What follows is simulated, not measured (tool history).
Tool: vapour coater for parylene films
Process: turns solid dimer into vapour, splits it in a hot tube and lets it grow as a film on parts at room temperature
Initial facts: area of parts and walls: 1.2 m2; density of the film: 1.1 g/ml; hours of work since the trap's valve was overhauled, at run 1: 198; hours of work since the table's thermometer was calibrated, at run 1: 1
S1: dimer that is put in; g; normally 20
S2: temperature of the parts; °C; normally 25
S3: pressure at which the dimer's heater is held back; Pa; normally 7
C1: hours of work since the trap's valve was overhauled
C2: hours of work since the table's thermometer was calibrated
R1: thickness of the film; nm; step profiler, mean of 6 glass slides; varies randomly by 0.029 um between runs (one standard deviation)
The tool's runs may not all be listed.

Run 1, hour 0: usual settings; C1 198; C2 1. Result: R1 6330 nm.
Run 2, hour 14.5: usual settings but S2 30 °C; C1 209; C2 12. Result: R1 5190 nm.
Run 3, hour 21.5: usual settings but S2 30 °C, S3 11.52 Pa; C1 214; C2 17. Result: R1 4680 nm.
Run 4, hour 33.9: usual settings but S2 31 °C; C1 224; C2 27. Result: R1 4920 nm.
At hour 42.7: trap's valve overhauled.
Run 5, hour 48.1: usual settings but S2 31 °C; C1 4; C2 35. Result: R1 4740 nm.
Run 6, hour 60.8: usual settings; C1 14; C2 45. Result: R1 6020 nm.
Run 7, hour 68.9: usual settings; C1 20; C2 51. Result: R1 5990 nm.
Run 8, hour 84.7: usual settings but S2 33 °C; C1 33; C2 63. Result: R1 4340 nm.
Run 9, hour 100.5: usual settings but S1 8 g, S2 33 °C; C1 45; C2 76. Result: R1 1710 nm.
Run 10, hour 107.8: usual settings but S1 8 g, S2 26 °C; C1 51; C2 81. Result: R1 2290 nm.
Run 11, hour 116.6: usual settings but S1 9 g; C1 57; C2 88. Result: R1 2650 nm.
Run 12, hour 130.1: usual settings but S1 9 g; C1 68; C2 99. Result: R1 2680 nm.
Run 13, hour 137.8: usual settings but S1 11 g, S2 26 °C, S3 3.35 Pa; C1 74; C2 104. Result: R1 3580 nm.
At hour 148.3: trap's valve overhauled, once more.
Run 14, hour 149.8: usual settings but S2 22 °C, S3 8.67 Pa; C1 1; C2 111. Result: R1 7480 nm.
Run 15, hour 160.5: usual settings but S1 13 g, S2 36 °C, S3 7.13 Pa; C1 9; C2 119. Result: R1 2860 nm.
Run 16, hour 175.5: usual settings but S2 22 °C, S3 3.12 Pa; C1 21; C2 131. Result: R1 9120 nm.
Run 17, hour 189.1: usual settings but S1 32 g, S2 22 °C, S3 3.12 Pa; C1 32; C2 141. Result: R1 14470 nm.
Run 18, hour 203.2: usual settings but S1 18 g, S2 21 °C, S3 5.44 Pa; C1 43; C2 152. Result: R1 7550 nm.
Run 19, hour 212: usual settings but S1 18 g, S2 21 °C, S3 8.86 Pa; C1 49; C2 159. Result: R1 6820 nm.
Run 20, hour 226.9: usual settings but S1 12 g, S2 32 °C, S3 8.86 Pa; C1 61; C2 171. Result: R1 2880 nm.
Run 21, hour 237.6: usual settings but S1 23 g, S3 9.81 Pa; C1 69; C2 179. Result: R1 7240 nm.
Run 22, hour 254.5: usual settings but S1 29 g, S2 19 °C, S3 4.7 Pa; C1 82; C2 192. Result: R1 13360 nm.
Run 23, hour 270.3: usual settings but S1 29 g, S2 19 °C, S3 4.7 Pa; C1 95; C2 204. Result: R1 13380 nm.

Here are 5 independent what-if runs from the current tool condition. What would each one return?
Run A, hour 286.4: usual settings but S1 17 g, S2 27 °C; C1 107; C2 217. Result: R1 ?.
Run B, hour 286.4: usual settings but S1 19 g, S2 29 °C, S3 2.89 Pa; C1 107; C2 217. Result: R1 ?.
Run C, hour 286.4: usual settings but S1 29 g, S2 29 °C, S3 4.7 Pa; C1 107; C2 217. Result: R1 ?.
Run D, hour 286.4: usual settings but S1 18 g, S2 32 °C, S3 11.15 Pa; C1 107; C2 217. Result: R1 ?.
Run E, hour 286.4: usual settings but S1 16 g, S2 19 °C, S3 6.2 Pa; C1 107; C2 217. Result: R1 ?.

run    R1
  A  5200
  B  6460
  C  8830
  D  4130
  E  6910
The same runs, with their run-to-run variation unchanged, on a tool lacking any hidden condition would have given:
run    R1
  A  5380
  B  6690
  C  9140
  D  4270
  E  7150
